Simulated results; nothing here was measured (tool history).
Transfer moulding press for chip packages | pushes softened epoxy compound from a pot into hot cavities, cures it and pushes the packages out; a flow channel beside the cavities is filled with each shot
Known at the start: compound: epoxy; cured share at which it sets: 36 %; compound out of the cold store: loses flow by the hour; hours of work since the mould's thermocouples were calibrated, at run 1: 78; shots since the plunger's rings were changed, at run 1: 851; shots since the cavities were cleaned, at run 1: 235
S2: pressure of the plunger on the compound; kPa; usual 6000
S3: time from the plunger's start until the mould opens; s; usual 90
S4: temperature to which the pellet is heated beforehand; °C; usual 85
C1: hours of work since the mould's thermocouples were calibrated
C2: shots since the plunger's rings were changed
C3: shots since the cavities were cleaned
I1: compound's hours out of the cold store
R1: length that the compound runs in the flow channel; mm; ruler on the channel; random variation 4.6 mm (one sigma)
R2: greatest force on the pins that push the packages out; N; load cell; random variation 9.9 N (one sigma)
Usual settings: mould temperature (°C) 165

{"run": 1, "hour": 0.0, "mould temperature (°C)": 165, "S2": 6000, "S3": 90, "S4": 85, "C1": 78, "C2": 851, "C3": 235, "I1": 46.1, "R1": 482, "R2": 467}
{"hour": 38.4, "done": "cavities cleaned with cleaning compound and waxed"}
{"run": 2, "hour": 45.1, "mould temperature (°C)": 165, "S2": 6000, "S3": 90, "S4": 85, "C1": 110, "C2": 1549, "C3": 107, "I1": 25.9, "R1": 511, "R2": 449}
{"run": 3, "hour": 78.1, "mould temperature (°C)": 165, "S2": 5830, "S3": 90, "S4": 85, "C1": 135, "C2": 2078, "C3": 636, "I1": 13.2, "R1": 527, "R2": 458}
{"hour": 91.3, "done": "cavities cleaned with cleaning compound and waxed"}
{"run": 4, "hour": 110.7, "mould temperature (°C)": 165, "S2": 5830, "S3": 90, "S4": 85, "C1": 158, "C2": 2577, "C3": 312, "I1": 46.4, "R1": 469, "R2": 459}
{"hour": 143.2, "done": "plunger's sealing rings changed"}
{"hour": 147.6, "done": "cavities cleaned with cleaning compound and waxed"}
{"run": 5, "hour": 160.4, "mould temperature (°C)": 165, "S2": 6000, "S3": 90, "S4": 85, "C1": 192, "C2": 251, "C3": 205, "I1": 46.0, "R1": 485, "R2": 445}
{"run": 6, "hour": 195.1, "mould temperature (°C)": 165, "S2": 6000, "S3": 90, "S4": 85, "C1": 218, "C2": 808, "C3": 762, "I1": 36.8, "R1": 503, "R2": 458}
{"hour": 200.3, "done": "cavities cleaned with cleaning compound and waxed"}
{"run": 7, "hour": 221.3, "mould temperature (°C)": 165, "S2": 6000, "S3": 90, "S4": 85, "C1": 236, "C2": 1204, "C3": 337, "I1": 16.8, "R1": 537, "R2": 458}
{"hour": 256.7, "done": "cavities cleaned with cleaning compound and waxed"}
{"run": 8, "hour": 263.0, "mould temperature (°C)": 165, "S2": 6000, "S3": 112, "S4": 85, "C1": 266, "C2": 1848, "C3": 102, "I1": 40.3, "R1": 501, "R2": 397}
{"run": 9, "hour": 299.6, "mould temperature (°C)": 165, "S2": 6000, "S3": 90, "S4": 85, "C1": 293, "C2": 2434, "C3": 688, "I1": 23.3, "R1": 517, "R2": 459}
{"hour": 312.2, "done": "cavities cleaned with cleaning compound and waxed"}
{"run": 10, "hour": 333.8, "mould temperature (°C)": 165, "S2": 6000, "S3": 90, "S4": 85, "C1": 317, "C2": 2958, "C3": 346, "I1": 36.6, "R1": 492, "R2": 443}
{"hour": 340.8, "done": "plunger's sealing rings changed"}
{"hour": 369.0, "done": "cavities cleaned with cleaning compound and waxed"}
{"run": 11, "hour": 370.3, "mould temperature (°C)": 165, "S2": 6000, "S3": 90, "S4": 85, "C1": 342, "C2": 449, "C3": 22, "I1": 16.8, "R1": 534, "R2": 452}
{"run": 12, "hour": 394.5, "mould temperature (°C)": 165, "S2": 6000, "S3": 90, "S4": 85, "C1": 360, "C2": 837, "C3": 410, "I1": 11.0, "R1": 541, "R2": 463}
{"hour": 423.1, "done": "cavities cleaned with cleaning compound and waxed"}
{"run": 13, "hour": 442.9, "mould temperature (°C)": 165, "S2": 6000, "S3": 90, "S4": 85, "C1": 395, "C2": 1588, "C3": 317, "I1": 44.9, "R1": 483, "R2": 449}
{"hour": 478.2, "done": "mould's thermocouples calibrated"}
{"hour": 479.7, "done": "cavities cleaned with cleaning compound and waxed"}
{"run": 14, "hour": 488.1, "mould temperature (°C)": 165, "S2": 6000, "S3": 72, "S4": 85, "C1": 6, "C2": 2256, "C3": 133, "I1": 37.4, "R1": 493, "R2": 643}
{"run": 15, "hour": 509.1, "mould temperature (°C)": 165, "S2": 5500, "S3": 99, "S4": 85, "C1": 22, "C2": 2593, "C3": 470, "I1": 15.3, "R1": 508, "R2": 418}
{"hour": 533.7, "done": "cavities cleaned with cleaning compound and waxed"}
{"run": 16, "hour": 535.8, "mould temperature (°C)": 165, "S2": 7290, "S3": 95, "S4": 83, "C1": 41, "C2": 2997, "C3": 33, "I1": 17.5, "R1": 586, "R2": 432}
{"hour": 542.6, "done": "plunger's sealing rings changed"}
{"hour": 589.4, "done": "cavities cleaned with cleaning compound and waxed"}
{"run": 17, "hour": 589.4, "mould temperature (°C)": 165, "S2": 7360, "S3": 114, "S4": 84, "C1": 77, "C2": 725, "C3": 0, "I1": 37.8, "R1": 543, "R2": 393}
{"run": 18, "hour": 615.6, "mould temperature (°C)": 164, "S2": 7360, "S3": 114, "S4": 84, "C1": 97, "C2": 1145, "C3": 420, "I1": 18.7, "R1": 582, "R2": 402}
{"hour": 642.5, "done": "cavities cleaned with cleaning compound and waxed"}
{"run": 19, "hour": 660.6, "mould temperature (°C)": 164, "S2": 7360, "S3": 114, "S4": 84, "C1": 129, "C2": 1843, "C3": 291, "I1": 33.0, "R1": 557, "R2": 409}
{"run": 20, "hour": 692.6, "mould temperature (°C)": 159, "S2": 6000, "S3": 97, "S4": 85, "C1": 153, "C2": 2356, "C3": 804, "I1": 17.6, "R1": 544, "R2": 582}
{"hour": 698.0, "done": "cavities cleaned with cleaning compound and waxed"}
{"run": 21, "hour": 718.6, "mould temperature (°C)": 162, "S2": 6000, "S3": 78, "S4": 85, "C1": 171, "C2": 2749, "C3": 330, "I1": 38.3, "R1": 493, "R2": 709}
{"hour": 740.6, "done": "plunger's sealing rings changed"}
{"hour": 755.1, "done": "cavities cleaned with cleaning compound and waxed"}
{"run": 22, "hour": 771.8, "mould temperature (°C)": 165, "S2": 5380, "S3": 90, "S4": 85, "C1": 208, "C2": 475, "C3": 267, "I1": 14.3, "R1": 502, "R2": 457}
{"run": 23, "hour": 805.0, "mould temperature (°C)": 171, "S2": 5380, "S3": 90, "S4": 92, "C1": 233, "C2": 1007, "C3": 799, "I1": 42.2, "R1": 454, "R2": 396}
{"hour": 808.9, "done": "cavities cleaned with cleaning compound and waxed"}
{"run": 24, "hour": 844.5, "mould temperature (°C)": 161, "S2": 5380, "S3": 80, "S4": 92, "C1": 261, "C2": 1617, "C3": 572, "I1": 44.0, "R1": 478, "R2": 708}
{"hour": 863.8, "done": "cavities cleaned with cleaning compound and waxed"}
{"run": 25, "hour": 877.9, "mould temperature (°C)": 161, "S2": 5380, "S3": 80, "S4": 92, "C1": 285, "C2": 2127, "C3": 225, "I1": 41.0, "R1": 482, "R2": 681}
{"run": 26, "hour": 907.3, "mould temperature (°C)": 164, "S2": 5350, "S3": 95, "S4": 92, "C1": 307, "C2": 2598, "C3": 696, "I1": 40.4, "R1": 471, "R2": 430}

Forecast each of these 5 alternatives for the next run:
{"hour": 917.2, "done": "cavities cleaned with cleaning compound and waxed"}
{"hour": 939.0, "done": "plunger's sealing rings changed"}
{"run": "A", "hour": 940.5, "mould temperature (°C)": 160, "S2": 6000, "S3": 76, "S4": 79, "C1": 328, "C2": 24, "C3": 333, "I1": 47.0, "R1": "?", "R2": "?"}
{"hour": 917.2, "done": "cavities cleaned with cleaning compound and waxed"}
{"hour": 939.0, "done": "plunger's sealing rings changed"}
{"run": "B", "hour": 940.5, "mould temperature (°C)": 165, "S2": 5390, "S3": 123, "S4": 76, "C1": 328, "C2": 24, "C3": 333, "I1": 12.2, "R1": "?", "R2": "?"}
{"hour": 917.2, "done": "cavities cleaned with cleaning compound and waxed"}
{"hour": 939.0, "done": "plunger's sealing rings changed"}
{"run": "C", "hour": 940.5, "mould temperature (°C)": 164, "S2": 6000, "S3": 80, "S4": 81, "C1": 328, "C2": 24, "C3": 333, "I1": 19.8, "R1": "?", "R2": "?"}
{"hour": 917.2, "done": "cavities cleaned with cleaning compound and waxed"}
{"hour": 939.0, "done": "plunger's sealing rings changed"}
{"run": "D", "hour": 940.5, "mould temperature (°C)": 165, "S2": 7190, "S3": 88, "S4": 90, "C1": 328, "C2": 24, "C3": 333, "I1": 20.2, "R1": "?", "R2": "?"}
{"hour": 917.2, "done": "cavities cleaned with cleaning compound and waxed"}
{"hour": 939.0, "done": "plunger's sealing rings changed"}
{"run": "E", "hour": 940.5, "mould temperature (°C)": 172, "S2": 5550, "S3": 90, "S4": 85, "C1": 328, "C2": 24, "C3": 333, "I1": 19.9, "R1": "?", "R2": "?"}

run=A R1=499 R2=887
run=B R1=514 R2=395
run=C R1=530 R2=595
run=D R1=564 R2=454
run=E R1=487 R2=381
Without the tool's hidden state the same runs would have given:
run=A R1=499 R2=879
run=B R1=514 R2=392
run=C R1=530 R2=590
run=D R1=564 R2=450
run=E R1=487 R2=377
